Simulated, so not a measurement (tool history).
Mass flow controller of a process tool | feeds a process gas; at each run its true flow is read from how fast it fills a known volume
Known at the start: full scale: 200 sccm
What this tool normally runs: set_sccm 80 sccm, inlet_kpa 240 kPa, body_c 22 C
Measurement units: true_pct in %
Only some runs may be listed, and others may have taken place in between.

run	hour	set_sccm	inlet_kpa	body_c	true_pct
1	0.0	80	240	22	98.73
2	66.3	80	240	22	98.52
3	115.7	80	240	22	98.41
4	195.6	80	240	22	98.60
5	249.5	80	240	22	98.58
6	329.6	80	240	33	97.67
7	414.4	80	172	33	97.35
8	454.1	80	172	33	97.34
9	524.0	80	240	29	97.76
10	582.2	80	240	21	98.29
11	636.0	80	240	21	98.18
12	678.2	32	144	39	96.05
13	771.3	32	144	39	95.88
14	864.0	155	222	39	97.64
15	904.5	155	222	23	98.88
16	951.4	30	212	22	97.18
17	1016.0	30	212	22	97.19
18	1084.0	30	212	22	97.04
19	1170.7	30	212	22	97.16
20	1226.5	135	212	24	98.29
21	1274.3	135	212	24	98.32

Alternative continuations, all from the tool just after run 21; predict every row:
# hour 1324.1: gauge calibrated
A	1350.8	42	141	33	?
# hour 1324.1: gauge calibrated
B	1350.8	30	212	24	?
# hour 1324.1: gauge calibrated
C	1350.8	80	241	26	?

run	true_pct
A	97.16
B	97.70
C	98.22
Without the tool's hidden state the same runs would have given:
run	true_pct
A	97.18
B	97.73
C	98.25

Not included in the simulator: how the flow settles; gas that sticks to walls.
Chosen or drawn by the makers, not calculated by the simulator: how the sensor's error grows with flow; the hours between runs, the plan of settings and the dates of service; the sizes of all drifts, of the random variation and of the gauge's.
